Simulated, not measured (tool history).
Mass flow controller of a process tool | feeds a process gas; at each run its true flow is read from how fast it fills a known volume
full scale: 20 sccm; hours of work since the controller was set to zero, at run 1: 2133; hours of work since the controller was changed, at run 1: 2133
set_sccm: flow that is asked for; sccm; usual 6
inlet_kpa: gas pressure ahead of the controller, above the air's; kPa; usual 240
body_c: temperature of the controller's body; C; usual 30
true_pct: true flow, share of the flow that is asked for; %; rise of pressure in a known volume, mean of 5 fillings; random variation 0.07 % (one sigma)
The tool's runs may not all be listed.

| run | hour | set_sccm | inlet_kpa | body_c | hours of work since the controller was set to zero | hours of work since the controller was changed | true_pct |
|---|---|---|---|---|---|---|---|
| 1 | 0 | 6 | 240 | 30 | 2133 | 2133 | 99.1 |
| 2 | 68.5 | 11 | 240 | 30 | 2170 | 2170 | 99.26 |
| 3 | 165.8 | 6 | 240 | 30 | 2222 | 2222 | 99.19 |
| 4 | 324.1 | 6 | 240 | 30 | 2307 | 2307 | 99.29 |
| 5 | 429.2 | 6 | 240 | 30 | 2363 | 2363 | 99.39 |
| 6 | 589.6 | 6 | 146 | 30 | 2450 | 2450 | 100.32 |
| 7 | 703 | 3 | 146 | 30 | 2511 | 2511 | 100.23 |
| 8 | 822.8 | 6 | 240 | 30 | 2575 | 2575 | 99.62 |
| 9 | 960.7 | 6 | 240 | 30 | 2649 | 2649 | 99.86 |
| 10 | 1067.4 | 3 | 187 | 30 | 2707 | 2707 | 100.29 |
| 11 | 1137.1 | 3 | 187 | 30 | 2744 | 2744 | 100.28 |
| 12 | 1205.3 | 3 | 187 | 30 | 2781 | 2781 | 100.38 |
| 13 | 1304.8 | 6 | 160 | 32 | 2834 | 2834 | 100.71 |
| 14 | 1465.9 | 6 | 160 | 32 | 2921 | 2921 | 100.86 |
| 15 | 1618.5 | 7 | 177 | 30 | 3003 | 3003 | 100.99 |
| 16 | 1728 | 14 | 240 | 27 | 3062 | 3062 | 100.86 |
| 17 | 1838 | 14 | 240 | 22 | 3121 | 3121 | 101.15 |
| 18 | 1985.4 | 5 | 162 | 33 | 3200 | 3200 | 101.3 |

3 ways to go on from here, each from the tool as it stands after run 18. What would each give?
| A | 2069 | 5 | 162 | 33 | 3245 | 3245 | ? |
| B | 2069 | 5 | 178 | 33 | 3245 | 3245 | ? |
| C | 2069 | 6 | 245 | 30 | 3245 | 3245 | ? |

| run | true_pct |
|---|---|
| A | 101.2 |
| B | 101.18 |
| C | 100.72 |
Without the tool's hidden state the same runs would have given:
| run | true_pct |
|---|---|
| A | 99.4 |
| B | 99.38 |
| C | 98.93 |
